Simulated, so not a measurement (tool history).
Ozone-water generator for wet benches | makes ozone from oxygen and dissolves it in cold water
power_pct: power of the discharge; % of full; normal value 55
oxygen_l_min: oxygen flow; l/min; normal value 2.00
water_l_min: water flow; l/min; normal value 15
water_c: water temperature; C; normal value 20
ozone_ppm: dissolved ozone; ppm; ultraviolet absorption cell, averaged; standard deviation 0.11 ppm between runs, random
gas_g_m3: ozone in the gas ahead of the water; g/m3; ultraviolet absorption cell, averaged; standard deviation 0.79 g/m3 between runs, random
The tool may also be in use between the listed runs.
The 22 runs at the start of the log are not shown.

run	day	power_pct	oxygen_l_min	water_l_min	water_c	hours of work since the electrodes were changed	hours of work since the contactor was cleaned	hours of work since the thermometer was calibrated	ozone_ppm	gas_g_m3
23	96.154	65	3.19	15	19	3322	1509	2261	6.9	97.6
24	102.492	88	2.00	15	23	3448	1635	2387	7.3	143.6
25	109.062	89	2.00	10	17	3579	1765	2517	12.2	145.5
26	114.675	55	2.00	14	13	3690	1877	2629	6.2	102.3
27	119.675	55	1.59	15	26	3789	1976	2728	4.8	112.1
28	123.004	61	1.49	15	26	3855	2042	2794	4.9	121.7
29	126.179	55	2.00	10	26	3919	2105	2857	7.5	101.1
30	131.604	53	2.00	15	20	4026	2213	2965	5.0	96.0
31	137.308	53	2.00	15	20	4140	2326	3078	5.0	97.5
32	142.562	55	1.40	15	20	4244	2431	3183	4.4	114.5
33	147.554	55	2.41	12	23	4343	2530	3282	6.6	91.7
34	152.958	72	2.03	14	16	4450	2637	3389	6.8	116.9

Branching from run 34: 3 alternative next runs. What would each branch give?
A	156.483	72	2.03	17	16	4520	2707	3459	?	?
B	156.483	57	2.03	14	16	4520	2707	3459	?	?
C	156.483	77	1.09	17	20	4520	2707	3459	?	?

run	ozone_ppm	gas_g_m3
A	5.2	115.2
B	5.9	98.6
C	4.2	155.1
With the hidden condition removed and each run's random variation left untouched, the same runs would have given:
run	ozone_ppm	gas_g_m3
A	7.6	151.5
B	8.1	123.6
C	6.2	206.6

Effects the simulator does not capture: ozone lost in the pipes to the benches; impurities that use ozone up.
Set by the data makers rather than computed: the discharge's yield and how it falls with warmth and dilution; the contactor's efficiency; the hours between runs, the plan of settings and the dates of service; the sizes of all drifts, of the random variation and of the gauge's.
